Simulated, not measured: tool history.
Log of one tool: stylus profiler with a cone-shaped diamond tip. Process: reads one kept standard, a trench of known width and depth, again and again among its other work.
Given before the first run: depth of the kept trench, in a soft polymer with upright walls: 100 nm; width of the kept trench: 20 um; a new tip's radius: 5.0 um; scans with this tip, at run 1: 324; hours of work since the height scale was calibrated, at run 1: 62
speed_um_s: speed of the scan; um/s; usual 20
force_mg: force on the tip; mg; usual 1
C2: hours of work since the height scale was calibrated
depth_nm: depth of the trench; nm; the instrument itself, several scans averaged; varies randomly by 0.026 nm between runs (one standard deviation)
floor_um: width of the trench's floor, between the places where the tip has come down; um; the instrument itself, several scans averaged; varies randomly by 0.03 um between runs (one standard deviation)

run 1 hour=0 | speed_um_s=20 force_mg=1 | scans_with_this_tip=324 C2=62 | depth_nm=100.57 floor_um=17.9
run 2 hour=7.5 | speed_um_s=24 force_mg=1 | scans_with_this_tip=342 C2=65 | depth_nm=100.56 floor_um=17.9
run 3 hour=20.1 | speed_um_s=24 force_mg=1 | scans_with_this_tip=372 C2=71 | depth_nm=100.56 floor_um=17.89
run 4 hour=27.8 | speed_um_s=24 force_mg=1 | scans_with_this_tip=390 C2=74 | depth_nm=100.53 floor_um=17.87
run 5 hour=35.9 | speed_um_s=24 force_mg=1 | scans_with_this_tip=410 C2=78 | depth_nm=100.59 floor_um=17.89
run 6 hour=46.8 | speed_um_s=24 force_mg=1 | scans_with_this_tip=436 C2=83 | depth_nm=100.49 floor_um=17.85
run 7 hour=55.5 | speed_um_s=24 force_mg=1 | scans_with_this_tip=456 C2=87 | depth_nm=100.56 floor_um=17.85
run 8 hour=67 | speed_um_s=20 force_mg=1.79 | scans_with_this_tip=484 C2=92 | depth_nm=100.83 floor_um=17.85
run 9 hour=83 | speed_um_s=57 force_mg=1 | scans_with_this_tip=522 C2=99 | depth_nm=100.57 floor_um=17.78
run 10 hour=92.3 | speed_um_s=43 force_mg=0.39 | scans_with_this_tip=544 C2=104 | depth_nm=100.3 floor_um=17.78
run 11 hour=107 | speed_um_s=13 force_mg=0.74 | scans_with_this_tip=579 C2=110 | depth_nm=100.46 floor_um=17.85
run 12 hour=120.1 | speed_um_s=58 force_mg=0.9 | scans_with_this_tip=611 C2=116 | depth_nm=100.54 floor_um=17.74
run 13 hour=133.3 | speed_um_s=25 force_mg=0.63 | scans_with_this_tip=642 C2=122 | depth_nm=100.41 floor_um=17.81

Alternative continuations, all from the tool just after run 13; predict every row:
run A hour=146.7 | speed_um_s=38 force_mg=0.67 | scans_with_this_tip=674 C2=128 | depth_nm=? floor_um=?
run B hour=146.7 | speed_um_s=7 force_mg=0.37 | scans_with_this_tip=674 C2=128 | depth_nm=? floor_um=?
run C hour=146.7 | speed_um_s=41 force_mg=0.56 | scans_with_this_tip=674 C2=128 | depth_nm=? floor_um=?

run=A depth_nm=100.41 floor_um=17.8
run=B depth_nm=100.27 floor_um=17.89
run=C depth_nm=100.35 floor_um=17.75
Take away the tool's hidden state, keep each run's random variation, and the runs would have read:
run=A depth_nm=100.42 floor_um=17.91
run=B depth_nm=100.28 floor_um=18
run=C depth_nm=100.37 floor_um=17.86

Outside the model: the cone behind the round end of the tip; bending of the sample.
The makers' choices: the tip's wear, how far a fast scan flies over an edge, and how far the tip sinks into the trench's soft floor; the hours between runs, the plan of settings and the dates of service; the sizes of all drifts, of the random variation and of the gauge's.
